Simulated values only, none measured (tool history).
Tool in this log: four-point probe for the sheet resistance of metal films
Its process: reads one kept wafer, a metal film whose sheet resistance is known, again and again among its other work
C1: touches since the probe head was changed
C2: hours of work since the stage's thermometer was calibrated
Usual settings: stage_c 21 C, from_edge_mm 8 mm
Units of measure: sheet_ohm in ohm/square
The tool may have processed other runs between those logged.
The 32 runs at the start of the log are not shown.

Run 33, day 127.317: usual settings but from_edge_mm 30 mm; C1 67056; C2 278. Result: sheet_ohm 0.090742 ohm/square.
Run 34, day 132.296: usual settings but stage_c 20 C, from_edge_mm 14 mm; C1 73067; C2 360. Result: sheet_ohm 0.09091 ohm/square.
Run 35, day 136.754: usual settings but stage_c 32 C; C1 78452; C2 433. Result: sheet_ohm 0.091535 ohm/square.
Run 36, day 140.246: usual settings but stage_c 32 C; C1 82669; C2 490. Result: sheet_ohm 0.091535 ohm/square.
Run 37, day 143.412: usual settings but stage_c 19 C; C1 86496; C2 542. Result: sheet_ohm 0.091442 ohm/square.
Run 38, day 146.188: usual settings but stage_c 28 C, from_edge_mm 5 mm; C1 89845; C2 588. Result: sheet_ohm 0.092637 ohm/square.
Run 39, day 150.188: usual settings but stage_c 28 C, from_edge_mm 5 mm; C1 94677; C2 654. Result: sheet_ohm 0.092655 ohm/square.
Run 40, day 154.888: usual settings but stage_c 28 C, from_edge_mm 65 mm; C1 100354; C2 731. Result: sheet_ohm 0.090758 ohm/square.
Run 41, day 159.583: usual settings but stage_c 34 C, from_edge_mm 7 mm; C1 106028; C2 808. Result: sheet_ohm 0.091793 ohm/square.
Run 42, day 164.85: usual settings but stage_c 34 C, from_edge_mm 30 mm; C1 112385; C2 895. Result: sheet_ohm 0.090832 ohm/square.
Run 43, day 169.775: usual settings but stage_c 34 C, from_edge_mm 30 mm; C1 118335; C2 976. Result: sheet_ohm 0.090851 ohm/square.
Run 44, day 172.304: usual settings but stage_c 32 C, from_edge_mm 44 mm; C1 121391; C2 1018. Result: sheet_ohm 0.090754 ohm/square.
Run 45, day 174.954: usual settings but from_edge_mm 7 mm; C1 124591; C2 1061. Result: sheet_ohm 0.091651 ohm/square.

Branching from run 45: 3 alternative next runs. What would each branch give?
Run A, day 179.796: usual settings but stage_c 33 C, from_edge_mm 29 mm; C1 130439; C2 1141. Result: sheet_ohm ?.
Run B, day 179.796: usual settings but stage_c 31 C, from_edge_mm 12 mm; C1 130439; C2 1141. Result: sheet_ohm ?.
Run C, day 179.796: usual settings but stage_c 25 C; C1 130439; C2 1141. Result: sheet_ohm ?.

run  sheet_ohm
  A   0.090828
  B   0.091096
  C   0.091454
Had the tool no hidden state, the same runs would have come out as:
run  sheet_ohm
  A   0.090839
  B   0.091108
  C   0.091465
